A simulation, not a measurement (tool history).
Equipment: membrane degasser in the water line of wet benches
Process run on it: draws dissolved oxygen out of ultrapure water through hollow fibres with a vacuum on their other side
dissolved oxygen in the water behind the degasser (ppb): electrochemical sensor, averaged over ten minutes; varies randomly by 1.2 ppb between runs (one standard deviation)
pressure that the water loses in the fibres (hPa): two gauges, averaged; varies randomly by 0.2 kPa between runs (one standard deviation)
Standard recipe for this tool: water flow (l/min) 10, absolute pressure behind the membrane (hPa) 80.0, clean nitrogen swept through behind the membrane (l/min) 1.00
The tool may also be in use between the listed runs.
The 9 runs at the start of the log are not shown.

| run | day | water flow (l/min) | absolute pressure behind the membrane (hPa) | clean nitrogen swept through behind the membrane (l/min) | hours since the membrane was changed | hours since the vacuum gauge was calibrated | hours since the vacuum lines were made tight | dissolved oxygen in the water behind the degasser (ppb) | pressure that the water loses in the fibres (hPa) |
|---|---|---|---|---|---|---|---|---|---|
| 10 | 45.729 | 10 | 80.0 | 1.00 | 3157 | 1250 | 3157 | 122.0 | 429.0 |
| 11 | 51.721 | 10 | 80.0 | 1.00 | 3301 | 1394 | 3301 | 124.1 | 429.7 |
| 12 | 54.604 | 10 | 80.0 | 1.00 | 3370 | 1463 | 3370 | 122.1 | 432.8 |
| 13 | 60.475 | 10 | 80.0 | 1.00 | 3511 | 1604 | 3511 | 122.2 | 429.7 |
| 14 | 66.900 | 10 | 80.0 | 1.00 | 3665 | 1758 | 3665 | 123.4 | 432.4 |
| 15 | 70.388 | 10 | 80.0 | 1.00 | 3749 | 1842 | 3749 | 124.9 | 433.8 |
| 16 | 76.533 | 10 | 80.0 | 1.00 | 3896 | 1989 | 3896 | 124.9 | 432.5 |
| 17 | 79.675 | 12 | 80.0 | 1.00 | 3972 | 2065 | 3972 | 150.0 | 514.3 |
| 18 | 83.329 | 12 | 172.1 | 1.00 | 4059 | 2152 | 4059 | 397.3 | 518.4 |
| 19 | 86.446 | 12 | 172.1 | 1.00 | 4134 | 2227 | 4134 | 395.2 | 518.4 |
| 20 | 90.950 | 12 | 172.1 | 1.00 | 4242 | 2335 | 4242 | 397.8 | 515.0 |
| 21 | 95.033 | 10 | 78.9 | 2.80 | 4340 | 2433 | 4340 | 50.9 | 431.7 |
| 22 | 99.942 | 6 | 189.0 | 0.81 | 4458 | 2551 | 4458 | 286.7 | 258.7 |
| 23 | 105.538 | 6 | 189.0 | 0.81 | 4592 | 2685 | 4592 | 286.5 | 260.1 |
| 24 | 110.112 | 13 | 72.8 | 0.69 | 4702 | 2795 | 4702 | 190.8 | 562.8 |
| 25 | 113.854 | 10 | 78.7 | 2.74 | 4792 | 2885 | 4792 | 51.6 | 430.9 |
| 26 | 119.508 | 10 | 70.1 | 2.74 | 4928 | 3021 | 4928 | 44.9 | 436.7 |
| 27 | 124.562 | 7 | 80.0 | 1.04 | 5049 | 3142 | 5049 | 86.7 | 302.2 |
| 28 | 130.012 | 16 | 73.2 | 1.08 | 5180 | 3273 | 5180 | 165.4 | 692.6 |
| 29 | 133.292 | 7 | 171.2 | 1.39 | 5258 | 3351 | 5258 | 184.2 | 304.9 |
| 30 | 139.412 | 10 | 157.0 | 0.50 | 5405 | 3498 | 5405 | 553.8 | 433.1 |
| 31 | 142.638 | 6 | 80.0 | 0.41 | 5483 | 3576 | 5483 | 176.1 | 262.0 |
| 32 | 145.871 | 6 | 80.0 | 0.41 | 5560 | 3653 | 5560 | 176.3 | 262.8 |
| 33 | 151.462 | 11 | 190.0 | 0.60 | 5695 | 3788 | 5695 | 627.1 | 482.0 |

Below are 3 alternative next runs, each starting from the tool's condition after run 33. Predict each:
| A | 154.892 | 10 | 117.7 | 0.61 | 5777 | 3870 | 5777 | ? | ? |
| B | 154.892 | 13 | 190.0 | 0.60 | 5777 | 3870 | 5777 | ? | ? |
| C | 154.892 | 10 | 92.0 | 1.00 | 5777 | 3870 | 5777 | ? | ? |

| run | dissolved oxygen in the water behind the degasser (ppb) | pressure that the water loses in the fibres (hPa) |
|---|---|---|
| A | 330.3 | 433.7 |
| B | 734.7 | 569.3 |
| C | 159.0 | 437.6 |
Without the tool's unlogged condition, the same runs would have read:
| run | dissolved oxygen in the water behind the degasser (ppb) | pressure that the water loses in the fibres (hPa) |
|---|---|---|
| A | 313.7 | 419.9 |
| B | 712.3 | 551.3 |
| C | 148.0 | 423.8 |

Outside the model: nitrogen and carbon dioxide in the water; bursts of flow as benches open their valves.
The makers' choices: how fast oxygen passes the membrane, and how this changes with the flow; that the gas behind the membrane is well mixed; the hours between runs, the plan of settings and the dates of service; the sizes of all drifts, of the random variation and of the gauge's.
